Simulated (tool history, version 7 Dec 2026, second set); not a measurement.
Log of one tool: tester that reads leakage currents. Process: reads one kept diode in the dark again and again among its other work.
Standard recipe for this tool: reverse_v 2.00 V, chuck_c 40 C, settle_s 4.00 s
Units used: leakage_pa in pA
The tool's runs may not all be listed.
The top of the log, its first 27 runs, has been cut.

{"run": 28, "day": 141.971, "reverse_v": 5.46, "chuck_c": 40, "settle_s": 0.45, "leakage_pa": 554.66}
{"run": 29, "day": 147.746, "reverse_v": 2.23, "chuck_c": 51, "settle_s": 4.0, "leakage_pa": 810.06}
{"run": 30, "day": 153.142, "reverse_v": 4.85, "chuck_c": 36, "settle_s": 2.1, "leakage_pa": 379.61}
{"run": 31, "day": 159.292, "reverse_v": 4.85, "chuck_c": 36, "settle_s": 2.1, "leakage_pa": 379.96}
{"run": 32, "day": 165.871, "reverse_v": 2.0, "chuck_c": 50, "settle_s": 4.0, "leakage_pa": 712.05}
{"run": 33, "day": 170.771, "reverse_v": 2.0, "chuck_c": 50, "settle_s": 4.0, "leakage_pa": 712.22}
{"run": 34, "day": 174.646, "reverse_v": 2.0, "chuck_c": 50, "settle_s": 4.0, "leakage_pa": 714.28}
{"run": 35, "day": 181.488, "reverse_v": 2.0, "chuck_c": 22, "settle_s": 2.26, "leakage_pa": 75.13}
{"run": 36, "day": 185.204, "reverse_v": 2.0, "chuck_c": 40, "settle_s": 2.37, "leakage_pa": 333.23}
{"run": 37, "day": 189.867, "reverse_v": 2.0, "chuck_c": 40, "settle_s": 2.37, "leakage_pa": 334.05}
{"run": 38, "day": 193.95, "reverse_v": 1.51, "chuck_c": 59, "settle_s": 5.45, "leakage_pa": 1170.97}
{"run": 39, "day": 199.6, "reverse_v": 1.51, "chuck_c": 59, "settle_s": 5.45, "leakage_pa": 1169.83}
{"run": 40, "day": 206.254, "reverse_v": 2.0, "chuck_c": 27, "settle_s": 2.42, "leakage_pa": 116.47}

Predict each of these 4 candidate next runs independently; none follows another, all start after run 40:
{"run": "A", "day": 213.192, "reverse_v": 10.58, "chuck_c": 30, "settle_s": 2.5, "leakage_pa": "?"}
{"run": "B", "day": 213.192, "reverse_v": 1.62, "chuck_c": 38, "settle_s": 2.42, "leakage_pa": "?"}
{"run": "C", "day": 213.192, "reverse_v": 1.23, "chuck_c": 24, "settle_s": 0.69, "leakage_pa": "?"}
{"run": "D", "day": 213.192, "reverse_v": 18.39, "chuck_c": 22, "settle_s": 2.42, "leakage_pa": "?"}

run=A leakage_pa=343.54
run=B leakage_pa=255.99
run=C leakage_pa=70.44
run=D leakage_pa=230.71
Take away the tool's hidden state, keep each run's random variation, and the runs would have read:
run=A leakage_pa=343.90
run=B leakage_pa=256.60
run=C leakage_pa=70.58
run=D leakage_pa=230.29
